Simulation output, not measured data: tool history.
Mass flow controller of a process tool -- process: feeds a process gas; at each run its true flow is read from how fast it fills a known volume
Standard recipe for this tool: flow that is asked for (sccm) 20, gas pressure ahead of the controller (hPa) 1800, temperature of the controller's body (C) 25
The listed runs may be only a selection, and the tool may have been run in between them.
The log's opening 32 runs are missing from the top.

| run | day | flow that is asked for (sccm) | gas pressure ahead of the controller (hPa) | temperature of the controller's body (C) | hours of work since the controller was set to zero | hours of work since the controller was changed | true flow (%) |
|---|---|---|---|---|---|---|---|
| 33 | 282.988 | 11 | 1800 | 33 | 4661 | 10793 | 98.72 |
| 34 | 290.846 | 20 | 1800 | 20 | 4786 | 10918 | 98.59 |
| 35 | 299.442 | 6 | 1800 | 38 | 4923 | 11055 | 98.58 |
| 36 | 309.308 | 8 | 1770 | 33 | 5080 | 11212 | 98.59 |
| 37 | 319.525 | 17 | 1470 | 29 | 5243 | 11375 | 98.66 |
| 38 | 330.6 | 17 | 2080 | 36 | 5419 | 11551 | 99 |
| 39 | 335.533 | 17 | 2080 | 36 | 5498 | 11630 | 98.94 |
| 40 | 344.529 | 17 | 2080 | 26 | 5641 | 11773 | 98.51 |
| 41 | 353.446 | 10 | 2080 | 26 | 5783 | 11915 | 98.35 |
| 42 | 358.896 | 32 | 1800 | 36 | 5870 | 12002 | 99.68 |
| 43 | 368.917 | 26 | 1600 | 40 | 6030 | 12162 | 99.44 |
|  | 371.829 | controller's zero set anew |
| 44 | 379.354 | 22 | 1620 | 27 | 120 | 12327 | 98.81 |
| 45 | 388.492 | 22 | 1620 | 27 | 265 | 12473 | 98.9 |
| 46 | 399.538 | 14 | 2510 | 32 | 441 | 12649 | 98.83 |
| 47 | 408.879 | 7 | 1800 | 25 | 590 | 12798 | 98.13 |
| 48 | 418.188 | 6 | 1420 | 22 | 738 | 12946 | 97.88 |

Alternative continuations, all from the tool just after run 48; predict every row:
| A | 424.225 | 7 | 1770 | 33 | 834 | 13042 | ? |
| B | 424.225 | 30 | 1450 | 21 | 834 | 13042 | ? |
| C | 424.225 | 10 | 1800 | 23 | 834 | 13042 | ? |
| D | 424.225 | 5 | 1420 | 22 | 834 | 13042 | ? |
| E | 424.225 | 24 | 1800 | 21 | 834 | 13042 | ? |

| run | true flow (%) |
|---|---|
| A | 98.59 |
| B | 98.81 |
| C | 98.16 |
| D | 97.83 |
| E | 98.84 |
Take away the tool's hidden state, keep each run's random variation, and the runs would have read:
| run | true flow (%) |
|---|---|
| A | 98.59 |
| B | 98.81 |
| C | 98.16 |
| D | 97.83 |
| E | 98.83 |

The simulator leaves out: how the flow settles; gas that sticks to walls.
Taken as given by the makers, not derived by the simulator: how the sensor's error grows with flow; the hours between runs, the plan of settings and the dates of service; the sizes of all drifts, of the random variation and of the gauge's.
